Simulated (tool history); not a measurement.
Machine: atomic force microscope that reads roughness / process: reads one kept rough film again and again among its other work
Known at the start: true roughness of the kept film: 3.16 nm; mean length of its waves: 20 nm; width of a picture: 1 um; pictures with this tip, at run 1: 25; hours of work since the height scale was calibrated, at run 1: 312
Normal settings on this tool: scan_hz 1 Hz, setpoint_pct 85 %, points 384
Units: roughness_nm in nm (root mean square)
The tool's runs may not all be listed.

run,hour,scan_hz,setpoint_pct,points,pictures with this tip,hours of work since the height scale was calibrated,roughness_nm
1,0,1,85,384,25,312,1.843
2,7.4,1,85,384,34,317,1.788
3,16.3,2.38,85,384,44,324,1.486
4,25.7,1,85,637,54,331,1.659
5,33.4,1,85,637,63,337,1.598
6,46.3,1,85,637,78,346,1.506
7,55.8,1,85,637,89,353,1.435
8,65.5,1,85,637,100,360,1.395
# hour 68.2: new tip fitted
9,82,1,85,637,16,372,1.979
10,95.4,1,85,637,31,382,1.848
# hour 97.8: height scale calibrated on a step standard
11,112.3,2.23,67,384,49,11,1.713
12,127.1,2.6,73,656,66,22,1.527
13,140.3,3.53,85,361,81,32,1.182
14,151.1,3.53,85,361,93,40,1.129
# hour 153.9: height scale calibrated on a step standard, once more
# hour 161.3: new tip fitted
15,165.1,3.53,85,361,4,8,1.604
16,173.1,1,64,641,13,14,2.106
17,181.5,1,64,641,23,20,2.011
18,195.8,1.38,87,927,39,31,1.676

How would selected steps in roughness_nm from run to run divide? Give the signed amount a tool lacking its hidden state would still show from settings, what came in and random variation, and the signed amount left for the hidden state, including any gauge scatter that is not in both of the compared results.
Unlogged tool condition in this case: radius of the tip, nm; height scale over the true one, %; drift of the gauge itself on roughness_nm, %.
Run 8 -> 9: new tip fitted. roughness_nm +0.584 nm (root mean square): hidden state +0.58, all else +0.004.
